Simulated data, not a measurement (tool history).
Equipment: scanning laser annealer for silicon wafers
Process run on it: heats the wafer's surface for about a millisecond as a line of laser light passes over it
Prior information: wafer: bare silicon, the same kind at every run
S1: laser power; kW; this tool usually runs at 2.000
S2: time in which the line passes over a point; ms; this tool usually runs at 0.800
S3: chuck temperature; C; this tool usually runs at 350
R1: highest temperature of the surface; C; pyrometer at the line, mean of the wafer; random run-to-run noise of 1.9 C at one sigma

run 1 hour=0.0 | S1=2.000 S2=0.800 S3=350 | R1=1164
run 2 hour=17.8 | S1=2.000 S2=0.800 S3=350 | R1=1163
run 3 hour=34.3 | S1=2.000 S2=0.800 S3=344 | R1=1151
run 4 hour=49.5 | S1=2.000 S2=0.800 S3=344 | R1=1155
run 5 hour=71.7 | S1=2.000 S2=0.800 S3=350 | R1=1158
run 6 hour=100.4 | S1=2.000 S2=0.800 S3=350 | R1=1160
run 7 hour=129.7 | S1=2.000 S2=0.800 S3=350 | R1=1154
run 8 hour=160.2 | S1=2.000 S2=0.800 S3=350 | R1=1157
run 9 hour=175.8 | S1=2.000 S2=0.800 S3=350 | R1=1157
run 10 hour=194.1 | S1=1.953 S2=0.800 S3=350 | R1=1132
run 11 hour=218.0 | S1=1.953 S2=0.800 S3=350 | R1=1128
run 12 hour=238.0 | S1=1.894 S2=0.800 S3=350 | R1=1101
run 13 hour=267.6 | S1=1.894 S2=0.800 S3=350 | R1=1095
run 14 hour=299.5 | S1=2.000 S2=0.800 S3=350 | R1=1152
run 15 hour=325.3 | S1=2.000 S2=0.800 S3=323 | R1=1127
run 16 hour=353.2 | S1=1.913 S2=0.800 S3=350 | R1=1103
run 17 hour=373.0 | S1=1.913 S2=0.800 S3=350 | R1=1104
run 18 hour=389.5 | S1=1.913 S2=0.800 S3=350 | R1=1105
run 19 hour=409.8 | S1=2.000 S2=0.800 S3=350 | R1=1149
run 20 hour=426.8 | S1=2.000 S2=0.800 S3=350 | R1=1146
run 21 hour=453.7 | S1=2.190 S2=0.846 S3=322 | R1=1250
run 22 hour=474.0 | S1=2.190 S2=0.846 S3=322 | R1=1245
-- hour=501.4 optics aligned, line set to its width
run 23 hour=509.0 | S1=1.783 S2=0.800 S3=331 | R1=1028
run 24 hour=536.4 | S1=1.783 S2=0.800 S3=331 | R1=1032
run 25 hour=559.0 | S1=1.783 S2=0.800 S3=331 | R1=1034
run 26 hour=584.8 | S1=1.709 S2=0.925 S3=320 | R1=1030
run 27 hour=609.2 | S1=2.009 S2=0.566 S3=361 | R1=1046
run 28 hour=634.6 | S1=1.786 S2=0.800 S3=334 | R1=1030
run 29 hour=656.7 | S1=2.000 S2=0.660 S3=364 | R1=1098
run 30 hour=685.0 | S1=2.000 S2=0.660 S3=364 | R1=1098
run 31 hour=712.2 | S1=2.149 S2=0.680 S3=342 | R1=1162
run 32 hour=733.0 | S1=1.867 S2=0.695 S3=358 | R1=1046
run 33 hour=752.2 | S1=1.865 S2=0.678 S3=339 | R1=1017
run 34 hour=774.5 | S1=2.000 S2=0.603 S3=350 | R1=1048
run 35 hour=806.9 | S1=2.114 S2=0.800 S3=357 | R1=1225
run 36 hour=838.2 | S1=2.114 S2=0.802 S3=335 | R1=1203
run 37 hour=863.7 | S1=2.114 S2=0.802 S3=335 | R1=1202
run 38 hour=884.0 | S1=2.079 S2=0.651 S3=382 | R1=1143
run 39 hour=898.1 | S1=2.076 S2=0.977 S3=346 | R1=1281
run 40 hour=913.3 | S1=2.175 S2=0.977 S3=390 | R1=1386

Alternative continuations, all from the tool just after run 40; predict every row:
run A hour=941.6 | S1=2.110 S2=0.764 S3=342 | R1=?
run B hour=941.6 | S1=1.975 S2=0.800 S3=344 | R1=?
run C hour=941.6 | S1=1.846 S2=0.977 S3=316 | R1=?

run=A R1=1185
run=B R1=1133
run=C R1=1111
Stripped of hidden state, with their random variation kept, the same runs would have yielded:
run=A R1=1225
run=B R1=1171
run=C R1=1149
